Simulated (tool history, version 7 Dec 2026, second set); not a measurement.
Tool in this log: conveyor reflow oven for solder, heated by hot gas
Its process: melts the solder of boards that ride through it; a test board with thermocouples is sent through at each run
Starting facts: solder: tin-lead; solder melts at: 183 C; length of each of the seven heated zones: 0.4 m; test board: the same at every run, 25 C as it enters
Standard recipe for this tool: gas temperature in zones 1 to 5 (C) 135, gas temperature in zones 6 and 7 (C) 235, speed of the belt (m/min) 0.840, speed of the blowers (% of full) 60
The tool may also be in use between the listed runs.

run	day	gas temperature in zones 1 to 5 (C)	gas temperature in zones 6 and 7 (C)	speed of the belt (m/min)	speed of the blowers (% of full)	highest temperature of the board (C)	time above the solder's melting point (s)
1	0.000	135	235	0.840	60	217.7	42.4
2	0.308	135	235	0.840	60	217.7	42.1
3	0.800	135	235	0.840	60	217.6	42.5
4	1.238	135	235	0.840	60	218.1	42.4
5	1.742	135	235	0.840	60	217.6	42.3
6	2.121	135	235	0.840	87	222.6	45.4
7	2.512	135	235	0.840	87	222.4	45.7
8	3.000	135	235	0.840	87	222.3	45.3
9	3.475	135	227	0.840	60	210.8	37.8
10	3.862	135	227	0.840	60	210.9	38.0
11	4.096	135	227	0.840	60	210.3	37.9
12	4.454	141	227	0.840	60	211.4	40.3
13	4.804	135	246	0.840	60	226.7	47.0
14	5.183	135	246	0.840	60	227.2	46.9
15	5.479	135	235	0.840	57	216.7	41.4
16	5.992	135	226	0.840	60	209.4	37.0
17	6.421	135	226	0.840	60	209.5	37.1
18	6.892	135	226	0.873	60	208.4	34.6
19	7.171	135	226	0.873	60	208.2	34.4
20	7.488	122	224	0.833	83	210.0	35.8
21	8.029	122	242	0.833	58	220.6	41.4
22	8.346	122	242	0.833	57	220.4	41.0
23	8.721	137	247	0.986	67	223.5	38.7
24	9.196	149	229	0.714	72	219.8	57.0
25	9.542	144	235	0.723	86	226.2	57.8
26	9.796	144	235	0.723	86	226.3	58.0
27	10.112	144	235	0.691	86	227.4	61.1
28	10.467	144	235	0.691	86	227.2	61.1
29	10.950	144	235	0.691	86	226.6	61.2
30	11.362	144	235	0.691	86	226.9	61.3
31	11.729	144	235	0.691	86	226.6	61.2

How would selected steps in highest temperature of the board (C) from run to run divide? Give the signed amount a tool lacking its hidden state would still show from settings, what came in and random variation, and the signed amount left for the hidden state, including any gauge scatter that is not in both of the compared results.
The hidden state here: heat that the gas passes to the board, % of a clean oven's; belt's true speed, % of the reading; true gas temperature in zones 6 and 7 over the reading, C; drift of the gauge itself on peak_c, C; drift of the gauge itself on liquid_s, %.
Run 2 -> 3: nothing adjusted, nothing logged. highest temperature of the board (C) -0.1: hidden state -0.1, all else +0.0.
Run 4 -> 5: nothing adjusted, nothing logged. highest temperature of the board (C) -0.5: hidden state -0.1, all else -0.4.
Run 8 -> 9: gas temperature in zones 6 and 7 (C) 235 -> 227, speed of the blowers (% of full) 87 -> 60. highest temperature of the board (C) -11.5: hidden state +0.1, all else -11.6.
Run 12 -> 13: gas temperature in zones 1 to 5 (C) 141 -> 135, gas temperature in zones 6 and 7 (C) 227 -> 246. highest temperature of the board (C) +15.3: hidden state +0.0, all else +15.3.
Run 20 -> 21: gas temperature in zones 6 and 7 (C) 224 -> 242, speed of the blowers (% of full) 83 -> 58. highest temperature of the board (C) +10.6: hidden state -0.1, all else +10.7.
Run 23 -> 24: gas temperature in zones 1 to 5 (C) 137 -> 149, gas temperature in zones 6 and 7 (C) 247 -> 229, speed of the belt (m/min) 0.986 -> 0.714, speed of the blowers (% of full) 67 -> 72. highest temperature of the board (C) -3.7: hidden state +0.3, all else -4.0.
